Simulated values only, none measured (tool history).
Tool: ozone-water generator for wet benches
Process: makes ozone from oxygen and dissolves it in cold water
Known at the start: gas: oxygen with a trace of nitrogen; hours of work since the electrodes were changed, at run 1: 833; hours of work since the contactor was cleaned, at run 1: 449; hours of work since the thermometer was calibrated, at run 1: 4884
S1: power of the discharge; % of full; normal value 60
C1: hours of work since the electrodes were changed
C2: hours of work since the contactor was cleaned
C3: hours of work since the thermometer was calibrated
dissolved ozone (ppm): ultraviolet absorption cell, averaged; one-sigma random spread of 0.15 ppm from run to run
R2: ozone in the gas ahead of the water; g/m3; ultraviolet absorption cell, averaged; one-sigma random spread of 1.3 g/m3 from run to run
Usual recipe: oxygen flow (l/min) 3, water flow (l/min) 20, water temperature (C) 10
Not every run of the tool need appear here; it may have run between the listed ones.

Run 1, hour 0: usual settings; C1 833; C2 449; C3 4884. Result: dissolved ozone (ppm) 18.5, R2 247 g/m3.
Run 2, hour 17.4: usual settings; C1 847; C2 463; C3 4898. Result: dissolved ozone (ppm) 18.7, R2 245.5 g/m3.
Run 3, hour 42.9: usual settings; C1 869; C2 485; C3 4920. Result: dissolved ozone (ppm) 18.7, R2 248.1 g/m3.
Run 4, hour 70.6: usual settings; C1 892; C2 508; C3 4943. Result: dissolved ozone (ppm) 18.6, R2 244.7 g/m3.
Run 5, hour 104.9: usual settings; C1 921; C2 537; C3 4972. Result: dissolved ozone (ppm) 18.5, R2 245.4 g/m3.
Run 6, hour 132.8: usual settings; C1 944; C2 560; C3 4995. Result: dissolved ozone (ppm) 18.7, R2 247.6 g/m3.
Run 7, hour 164: usual settings but water temperature (C) 15; C1 971; C2 587; C3 5021. Result: dissolved ozone (ppm) 17.7, R2 245.7 g/m3.
Run 8, hour 192.7: usual settings but oxygen flow (l/min) 3.92, water temperature (C) 15; C1 995; C2 611; C3 5046. Result: dissolved ozone (ppm) 18, R2 212.3 g/m3.
Run 9, hour 226.9: usual settings but oxygen flow (l/min) 3.92, water temperature (C) 15; C1 1023; C2 639; C3 5074. Result: dissolved ozone (ppm) 18.4, R2 211.4 g/m3.
Run 10, hour 256.7: usual settings but water flow (l/min) 15; C1 1048; C2 664; C3 5099. Result: dissolved ozone (ppm) 23.8, R2 246.5 g/m3.
Run 11, hour 287.4: usual settings but water flow (l/min) 30, water temperature (C) 6; C1 1074; C2 690; C3 5125. Result: dissolved ozone (ppm) 12.7, R2 246.8 g/m3.
Run 12, hour 305.1: usual settings but S1 72 % of full; C1 1089; C2 705; C3 5140. Result: dissolved ozone (ppm) 20.6, R2 277.3 g/m3.
Run 13, hour 325.4: usual settings but S1 72 % of full, oxygen flow (l/min) 3.66; C1 1106; C2 722; C3 5157. Result: dissolved ozone (ppm) 21.3, R2 246.1 g/m3.
Run 14, hour 351.9: usual settings but S1 41 % of full, oxygen flow (l/min) 3.92, water flow (l/min) 14, water temperature (C) 7; C1 1128; C2 744; C3 5179. Result: dissolved ozone (ppm) 21.2, R2 166.4 g/m3.
Run 15, hour 382: usual settings but S1 81 % of full, oxygen flow (l/min) 4.79, water flow (l/min) 23; C1 1154; C2 770; C3 5205. Result: dissolved ozone (ppm) 20.9, R2 228.3 g/m3.

Here are 4 independent what-if runs from the current tool condition. What would each one return?
Run A, hour 402.4: usual settings but S1 81 % of full, oxygen flow (l/min) 4.79, water flow (l/min) 15; C1 1171; C2 787; C3 5222. Result: dissolved ozone (ppm) ?, R2 ?.
Run B, hour 402.4: usual settings but S1 89 % of full, oxygen flow (l/min) 3.14, water flow (l/min) 23, water temperature (C) 6; C1 1171; C2 787; C3 5222. Result: dissolved ozone (ppm) ?, R2 ?.
Run C, hour 402.4: usual settings but oxygen flow (l/min) 4.39, water flow (l/min) 23; C1 1171; C2 787; C3 5222. Result: dissolved ozone (ppm) ?, R2 ?.
Run D, hour 402.4: usual settings but S1 81 % of full, oxygen flow (l/min) 1.69, water flow (l/min) 21, water temperature (C) 5; C1 1171; C2 787; C3 5222. Result: dissolved ozone (ppm) ?, R2 ?.

run  dissolved ozone (ppm)     R2
  A                   29.4  228.4
  B                   21.6  307.1
  C                   17.3  197.3
  D                   19.6  414.9
Take away the tool's hidden state, keep each run's random variation, and the runs would have read:
run  dissolved ozone (ppm)     R2
  A                   29.5  228.5
  B                   21.7  307.2
  C                   17.4  197.4
  D                   19.6  415.1
